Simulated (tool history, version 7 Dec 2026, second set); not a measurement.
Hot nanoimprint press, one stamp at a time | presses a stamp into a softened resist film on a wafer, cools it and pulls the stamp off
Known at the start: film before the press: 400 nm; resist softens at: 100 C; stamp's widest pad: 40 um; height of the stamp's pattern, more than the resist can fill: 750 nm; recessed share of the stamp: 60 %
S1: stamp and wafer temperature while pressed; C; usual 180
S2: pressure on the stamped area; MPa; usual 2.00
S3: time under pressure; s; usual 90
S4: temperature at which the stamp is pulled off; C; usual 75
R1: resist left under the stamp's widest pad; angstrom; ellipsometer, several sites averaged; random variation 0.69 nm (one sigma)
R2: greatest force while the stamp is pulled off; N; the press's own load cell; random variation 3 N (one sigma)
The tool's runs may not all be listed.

Run 1, hour 0.0: usual settings. Result: R1 1996 angstrom, R2 218 N.
Run 2, hour 41.1: usual settings. Result: R1 2008 angstrom, R2 226 N.
At hour 51.8: stamp cleaned and given a new release coat.
Run 3, hour 105.1: usual settings. Result: R1 1985 angstrom, R2 219 N.
Run 4, hour 168.0: usual settings. Result: R1 1982 angstrom, R2 223 N.
Run 5, hour 204.1: usual settings. Result: R1 1986 angstrom, R2 218 N.
Run 6, hour 257.9: usual settings but S3 84 s. Result: R1 2004 angstrom, R2 222 N.
Run 7, hour 304.5: usual settings. Result: R1 1974 angstrom, R2 221 N.
Run 8, hour 334.2: usual settings. Result: R1 1951 angstrom, R2 217 N.
Run 9, hour 391.5: usual settings. Result: R1 1958 angstrom, R2 220 N.
Run 10, hour 421.0: usual settings but S2 2.87 MPa, S4 79 C. Result: R1 1697 angstrom, R2 201 N.
Run 11, hour 473.7: usual settings but S2 2.87 MPa, S4 79 C. Result: R1 1697 angstrom, R2 197 N.
Run 12, hour 523.2: usual settings but S2 2.87 MPa, S3 72 s, S4 78 C. Result: R1 1840 angstrom, R2 207 N.
Run 13, hour 559.8: usual settings but S2 2.87 MPa, S3 180 s, S4 78 C. Result: R1 1255 angstrom, R2 207 N.
At hour 585.5: gauge calibrated.
Run 14, hour 597.4: usual settings but S1 179 C, S2 2.87 MPa, S3 180 s, S4 78 C. Result: R1 1342 angstrom, R2 208 N.
Run 15, hour 656.8: usual settings but S1 179 C, S2 2.87 MPa, S3 180 s, S4 72 C. Result: R1 1342 angstrom, R2 234 N.
Run 16, hour 700.8: usual settings but S1 179 C, S2 2.87 MPa, S3 180 s, S4 72 C. Result: R1 1337 angstrom, R2 235 N.
At hour 748.3: plate thermocouple calibrated.
Run 17, hour 748.3: usual settings but S1 179 C, S2 1.64 MPa, S3 83 s, S4 72 C. Result: R1 2272 angstrom, R2 228 N.
Run 18, hour 794.1: usual settings but S1 179 C, S2 1.64 MPa, S3 83 s, S4 72 C. Result: R1 2274 angstrom, R2 235 N.

Forecast each of these 4 alternatives for the next run:
Run A, hour 842.3: usual settings but S1 179 C, S2 2.59 MPa, S3 47 s, S4 68 C. Result: R1 ?, R2 ?.
Run B, hour 842.3: usual settings but S1 181 C, S2 1.64 MPa, S3 83 s, S4 61 C. Result: R1 ?, R2 ?.
Run C, hour 842.3: usual settings but S1 176 C, S2 1.98 MPa, S3 73 s. Result: R1 ?, R2 ?.
Run D, hour 842.3: usual settings but S1 177 C, S2 1.36 MPa, S3 167 s, S4 72 C. Result: R1 ?, R2 ?.

run    R1   R2
  A  2340  253
  B  2108  287
  C  2450  220
  D  2038  232
Without the tool's hidden state the same runs would have given:
run    R1   R2
  A  2368  252
  B  2133  286
  C  2480  219
  D  2063  231

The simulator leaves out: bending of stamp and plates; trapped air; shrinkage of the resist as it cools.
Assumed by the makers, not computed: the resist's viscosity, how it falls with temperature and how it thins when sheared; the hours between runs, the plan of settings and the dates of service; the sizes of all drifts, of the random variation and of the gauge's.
